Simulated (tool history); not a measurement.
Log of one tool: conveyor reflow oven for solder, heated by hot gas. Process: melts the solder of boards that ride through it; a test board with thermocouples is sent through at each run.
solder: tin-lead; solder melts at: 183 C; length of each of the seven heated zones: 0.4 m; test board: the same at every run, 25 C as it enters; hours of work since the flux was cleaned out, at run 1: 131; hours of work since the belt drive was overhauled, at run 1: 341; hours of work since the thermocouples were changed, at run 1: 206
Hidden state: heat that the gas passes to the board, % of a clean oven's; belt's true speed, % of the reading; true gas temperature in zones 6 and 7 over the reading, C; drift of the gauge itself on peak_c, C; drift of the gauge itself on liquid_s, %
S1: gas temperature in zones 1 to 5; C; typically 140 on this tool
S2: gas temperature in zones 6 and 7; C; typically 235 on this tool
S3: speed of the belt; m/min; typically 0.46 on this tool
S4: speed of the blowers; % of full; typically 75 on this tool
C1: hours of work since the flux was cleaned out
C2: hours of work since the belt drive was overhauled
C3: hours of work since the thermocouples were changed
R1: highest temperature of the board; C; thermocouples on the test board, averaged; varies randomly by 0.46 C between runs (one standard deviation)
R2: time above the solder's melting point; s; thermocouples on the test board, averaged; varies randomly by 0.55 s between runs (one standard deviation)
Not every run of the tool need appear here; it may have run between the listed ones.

Run 1, hour 0: usual settings; C1 131; C2 341; C3 206. Result: R1 221.5 C, R2 85.3 s.
Run 2, hour 7.6: usual settings; C1 136; C2 346; C3 211. Result: R1 221.7 C, R2 85.5 s.
Run 3, hour 15.5: usual settings; C1 140; C2 351; C3 215. Result: R1 221.3 C, R2 84.4 s.
Run 4, hour 27.1: usual settings; C1 147; C2 357; C3 222. Result: R1 221 C, R2 84.1 s.
Run 5, hour 40.4: usual settings but S4 74 % of full; C1 155; C2 365; C3 230. Result: R1 221.1 C, R2 84.2 s.
Run 6, hour 54.5: usual settings; C1 164; C2 374; C3 239. Result: R1 221.8 C, R2 83.3 s.
Run 7, hour 65: usual settings; C1 170; C2 380; C3 245. Result: R1 221.6 C, R2 85 s.
Run 8, hour 73.4: usual settings; C1 175; C2 385; C3 250. Result: R1 221.3 C, R2 84.9 s.
Run 9, hour 85: usual settings; C1 182; C2 392; C3 257. Result: R1 221.5 C, R2 84 s.
Run 10, hour 92.9: usual settings; C1 186; C2 397; C3 262. Result: R1 221.3 C, R2 83.1 s.
Run 11, hour 105.5: usual settings but S2 238 C; C1 194; C2 404; C3 269. Result: R1 223.8 C, R2 87.1 s.
At hour 110.9: belt drive overhauled, speed set with a stopwatch.
Run 12, hour 119.9: usual settings but S2 238 C; C1 200; C2 5; C3 275. Result: R1 224.1 C, R2 87.1 s.
Run 13, hour 131.5: usual settings but S2 238 C; C1 207; C2 12; C3 282. Result: R1 223.5 C, R2 86.8 s.
Run 14, hour 140.9: usual settings but S2 238 C; C1 213; C2 18; C3 288. Result: R1 223.8 C, R2 87.5 s.
Run 15, hour 152: usual settings; C1 219; C2 25; C3 294. Result: R1 220.4 C, R2 84 s.
At hour 163.5: belt drive overhauled, speed set with a stopwatch, once more.
Run 16, hour 166.9: usual settings but S1 143 C, S3 0.5 m/min; C1 226; C2 2; C3 301. Result: R1 219 C, R2 74.5 s.
Run 17, hour 180.2: usual settings but S1 128 C, S2 238 C, S3 0.464 m/min, S4 50 % of full; C1 234; C2 10; C3 309. Result: R1 211.9 C, R2 65.7 s.
Run 18, hour 190.2: usual settings but S1 128 C, S2 238 C, S3 0.427 m/min, S4 80 % of full; C1 240; C2 16; C3 315. Result: R1 223.4 C, R2 88.2 s.
Run 19, hour 202.1: usual settings but S1 147 C, S2 234 C, S3 0.399 m/min, S4 71 % of full; C1 247; C2 23; C3 322. Result: R1 223.2 C, R2 103 s.
Run 20, hour 215.1: usual settings but S1 147 C, S2 234 C, S3 0.399 m/min, S4 71 % of full; C1 254; C2 31; C3 330. Result: R1 222.4 C, R2 103 s.
Run 21, hour 224.3: usual settings but S3 0.454 m/min; C1 260; C2 36; C3 335. Result: R1 220.9 C, R2 84.8 s.
At hour 242.9: flux residue cleaned out of gas plates and filters.
Run 22, hour 242.9: usual settings but S2 237 C, S3 0.537 m/min; C1 0; C2 44; C3 343. Result: R1 219.6 C, R2 70.5 s.
Run 23, hour 250.3: usual settings but S1 129 C, S2 224 C, S3 0.541 m/min; C1 4; C2 49; C3 348. Result: R1 206.8 C, R2 52.1 s.
Run 24, hour 257.3: usual settings but S1 129 C, S2 224 C, S3 0.541 m/min; C1 9; C2 53; C3 352. Result: R1 205.5 C, R2 51.7 s.
Run 25, hour 267.8: usual settings but S1 137 C, S2 247 C, S3 0.45 m/min, S4 51 % of full; C1 15; C2 59; C3 358. Result: R1 225.1 C, R2 87.3 s.
Run 26, hour 282.1: usual settings but S1 131 C, S2 246 C, S3 0.489 m/min, S4 76 % of full; C1 23; C2 68; C3 366. Result: R1 229.6 C, R2 81.4 s.
Run 27, hour 295.9: usual settings but S1 131 C, S2 246 C, S3 0.489 m/min, S4 76 % of full; C1 32; C2 76; C3 375. Result: R1 229.4 C, R2 80.8 s.
Run 28, hour 305: usual settings but S1 131 C, S2 246 C, S3 0.489 m/min, S4 76 % of full; C1 37; C2 81; C3 380. Result: R1 228.6 C, R2 81.1 s.
Run 29, hour 318.9: usual settings but S1 127 C, S2 237 C, S3 0.411 m/min, S4 65 % of full; C1 45; C2 90; C3 388. Result: R1 222.2 C, R2 89.8 s.
Run 30, hour 330.8: usual settings but S1 150 C, S3 0.375 m/min; C1 52; C2 97; C3 395. Result: R1 226.2 C, R2 115 s.

Predict each of these 5 candidate next runs independently; none follows another, all start after run 30:
Run A, hour 344.1: usual settings but S1 130 C, S2 231 C, S3 0.375 m/min; C1 60; C2 105; C3 403. Result: R1 ?, R2 ?.
Run B, hour 344.1: usual settings but S1 150 C, S3 0.479 m/min; C1 60; C2 105; C3 403. Result: R1 ?, R2 ?.
Run C, hour 344.1: usual settings but S1 150 C, S3 0.375 m/min, S4 85 % of full; C1 60; C2 105; C3 403. Result: R1 ?, R2 ?.
Run D, hour 344.1: usual settings but S1 145 C, S2 224 C, S3 0.434 m/min; C1 60; C2 105; C3 403. Result: R1 ?, R2 ?.
Run E, hour 344.1: usual settings but S1 146 C, S2 241 C, S3 0.526 m/min; C1 60; C2 105; C3 403. Result: R1 ?, R2 ?.

run     R1     R2
  A  221.3  100.2
  B  221.6   86.4
  C  227.6  117.6
  D  213.7   85.5
  E  224.2   77.1
Stripped of hidden state, with their random variation kept, the same runs would have yielded:
run     R1     R2
  A  223.3  102.1
  B  223.6   87.8
  C  229.6  118.7
  D  215.7   87.5
  E  226.3   78.5
